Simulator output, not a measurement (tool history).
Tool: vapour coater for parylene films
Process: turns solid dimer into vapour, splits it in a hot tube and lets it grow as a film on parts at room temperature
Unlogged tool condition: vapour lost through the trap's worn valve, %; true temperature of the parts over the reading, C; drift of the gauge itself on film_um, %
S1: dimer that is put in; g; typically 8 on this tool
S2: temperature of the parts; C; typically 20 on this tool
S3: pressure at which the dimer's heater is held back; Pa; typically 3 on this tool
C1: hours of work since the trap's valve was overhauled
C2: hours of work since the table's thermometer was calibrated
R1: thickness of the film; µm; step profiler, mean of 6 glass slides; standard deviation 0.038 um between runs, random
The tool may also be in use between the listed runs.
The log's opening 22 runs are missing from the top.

run	day	S1	S2	S3	C1	C2	R1
23	42.9	8	20	9.14	155	1328	3.64
24	44.975	8	20	9.14	176	1349	3.61
25	46.304	7	18	3	189	1362	3.76
26	47.821	6	21	7.32	204	1377	2.67
27	50.6	6	21	7.32	232	1405	2.6
28	53.442	6	21	7.32	260	1433	2.65
29	55.804	6	21	7.32	283	1457	2.62
30	57.804	6	21	7.17	303	1477	2.62
31	59.917	6	21	11.87	324	1498	2.5
32	61.262	6	21	11.87	338	1511	2.48
33	63.108	5	23	2.92	356	1529	2.21
34	65.483	8	26	4.1	380	1553	3.03
35	67.246	8	14	3	398	1571	4.69
36	68.812	8	28	11.19	413	1586	2.62
37	70.642	8	28	11.19	431	1605	2.59
38	73.238	10	23	7.05	457	1630	4.05
# day 74.296: trap's valve overhauled
39	75.112	10	23	7.05	8	1647	4.34
40	76.671	8	23	3.11	24	1663	3.75
41	79.2	3	20	3	49	1688	1.56
42	81.267	3	20	3	69	1709	1.5
43	82.833	3	20	3	85	1724	1.56
44	84.083	4	28	5.66	98	1737	1.49
45	86.55	5	28	7.49	122	1762	1.82

Each row is a separate what-if for the run after 45, all from the same tool condition, not one after another. Results?
A	88.058	6	27	11.36	137	1777	?
B	88.058	12	15	4.07	137	1777	?
C	88.058	5	29	9.86	137	1777	?
D	88.058	8	20	7.02	137	1777	?

run	R1
A	2.16
B	7.01
C	1.7
D	3.74
Stripped of hidden state, with their random variation kept, the same runs would have yielded:
run	R1
A	2.15
B	6.97
C	1.69
D	3.72

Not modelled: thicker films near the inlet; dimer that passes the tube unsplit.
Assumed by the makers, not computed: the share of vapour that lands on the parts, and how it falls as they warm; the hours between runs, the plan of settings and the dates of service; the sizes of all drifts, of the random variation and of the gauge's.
